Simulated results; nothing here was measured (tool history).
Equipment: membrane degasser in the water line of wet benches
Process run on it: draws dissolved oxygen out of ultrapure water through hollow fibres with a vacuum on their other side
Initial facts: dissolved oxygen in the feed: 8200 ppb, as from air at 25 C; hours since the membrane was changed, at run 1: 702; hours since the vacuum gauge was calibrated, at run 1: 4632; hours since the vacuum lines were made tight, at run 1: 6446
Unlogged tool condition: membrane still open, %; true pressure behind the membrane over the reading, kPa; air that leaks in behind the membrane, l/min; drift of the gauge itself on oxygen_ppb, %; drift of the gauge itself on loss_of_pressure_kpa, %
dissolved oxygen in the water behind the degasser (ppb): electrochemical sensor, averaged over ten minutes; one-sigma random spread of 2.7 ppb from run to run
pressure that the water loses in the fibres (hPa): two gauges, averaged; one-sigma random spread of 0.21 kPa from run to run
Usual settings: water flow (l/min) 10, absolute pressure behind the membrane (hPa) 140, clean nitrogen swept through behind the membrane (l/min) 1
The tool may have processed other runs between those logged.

run    hour  water flow (l/min)  absolute pressure behind the membrane (hPa)  clean nitrogen swept through behind the membrane (l/min)  hours since the membrane was changed  hours since the vacuum gauge was calibrated  hours since the vacuum lines were made tight  dissolved oxygen in the water behind the degasser (ppb)  pressure that the water loses in the fibres (hPa)
  1       0                  10                                          140                                                         1                                   702                                         4632                                          6446                                                    284.9                                              494.1
  2   210.5                  10                                          130                                                         1                                   913                                         4843                                          6656                                                    257.2                                                494
  3     375                  10                                          130                                                         1                                  1077                                         5007                                          6821                                                    259.2                                              493.7
  4   546.1                  10                                          130                                                         1                                  1249                                         5178                                          6992                                                      259                                              494.7
  5   658.1                  10                                          130                                                         1                                  1361                                         5290                                          7104                                                    261.4                                              497.7
  6   783.9                  10                                          117                                                         1                                  1486                                         5416                                          7230                                                    232.9                                              493.4
  7   925.7                  10                                          140                                                         1                                  1628                                         5558                                          7371                                                    286.8                                              491.5
  8  1030.3                  10                                          128                                                         1                                  1733                                         5662                                          7476                                                    259.9                                              490.1
  9  1229.3                  10                                          128                                                         1                                  1932                                         5861                                          7675                                                    259.6                                              490.5
     1295.6  -- vacuum gauge calibrated
       1442  -- seals of the vacuum lines changed
 10    1447                  10                                          267                                                         1                                  2147                                          149                                             5                                                    558.2                                                499
 11  1595.5                  10                                          140                                                         1                                  2295                                          298                                           153                                                    284.9                                              491.3
 12  1793.4                  10                                          140                                                         1                                  2493                                          496                                           351                                                      278                                              494.3
 13  1944.6                  10                                          140                                                         1                                  2645                                          647                                           503                                                    288.9                                              492.2
 14  2052.5                  10                                          140                                                         1                                  2753                                          755                                           610                                                    285.9                                              496.7
 15  2163.9                  10                                          140                                                         1                                  2864                                          866                                           722                                                    283.3                                              500.2
 16  2286.3                  10                                          140                                                         1                                  2986                                          989                                           844                                                    280.8                                              497.2
     2350.6  -- vacuum gauge calibrated, once more
 17  2383.2                  10                                          140                                                         1                                  3083                                           33                                           941                                                    269.7                                              495.5
 18    2579                  10                                          140                                                         1                                  3278                                          228                                          1136                                                    272.2                                              495.5
 19  2675.1                  10                                          140                                                         1                                  3375                                          324                                          1233                                                    275.1                                              496.7
 20  2834.2                  14                                          157                                                         1                                  3534                                          484                                          1392                                                      448                                              695.3
 21  3025.7                  10                                          143                                                         1                                  3725                                          675                                          1583                                                    281.8                                              498.7
 22  3175.1                   6                                          119                                                      0.46                                  3875                                          824                                          1733                                                    270.6                                              300.1
 23  3388.1                   6                                          119                                                      0.46                                  4088                                         1037                                          1946                                                    274.5                                              299.7
 24  3597.2                   6                                          119                                                      0.46                                  4297                                         1247                                          2155                                                    270.6                                                298
 25    3707                   6                                          119                                                      0.46                                  4406                                         1356                                          2264                                                    270.5                                              302.2
 26  3880.2                   9                                          135                                                      1.08                                  4580                                         1530                                          2438                                                    225.1                                                450
 27  3989.1                   9                                          135                                                      1.08                                  4689                                         1638                                          2547                                                    225.2                                              451.1
 28  4136.8                  10                                          238                                                      1.04                                  4836                                         1786                                          2694                                                    474.2                                              502.1
 29  4346.6                  10                                          238                                                      1.04                                  5046                                         1996                                          2904                                                    486.9                                              500.3
 30  4551.2                  10                                          108                                                      1.04                                  5251                                         2201                                          3109                                                    203.7                                              500.1
 31  4699.1                   9                                          190                                                      1.35                                  5399                                         2348                                          3257                                                    272.4                                              449.9
 32  4792.7                   9                                          190                                                      1.35                                  5492                                         2442                                          3350                                                      273                                              454.1

3 ways to go on from here, each from the tool as it stands after run 32. What would each give?
  A  5012.4                   9                                          288                                                      0.45                                  5712                                         2662                                          3570                                                        ?                                                  ?
  B  5012.4                  10                                          140                                                      1.32                                  5712                                         2662                                          3570                                                        ?                                                  ?
  C  5012.4                  10                                          140                                                      1.55                                  5712                                         2662                                          3570                                                        ?                                                  ?

run  dissolved oxygen in the water behind the degasser (ppb)  pressure that the water loses in the fibres (hPa)
  A                                                   1053.5                                              452.9
  B                                                    222.5                                              507.2
  C                                                    197.4                                                503
With no hidden state in the tool, these same runs would have given:
run  dissolved oxygen in the water behind the degasser (ppb)  pressure that the water loses in the fibres (hPa)
  A                                                   1029.2                                              443.3
  B                                                    212.8                                              496.5
  C                                                    188.4                                              492.4

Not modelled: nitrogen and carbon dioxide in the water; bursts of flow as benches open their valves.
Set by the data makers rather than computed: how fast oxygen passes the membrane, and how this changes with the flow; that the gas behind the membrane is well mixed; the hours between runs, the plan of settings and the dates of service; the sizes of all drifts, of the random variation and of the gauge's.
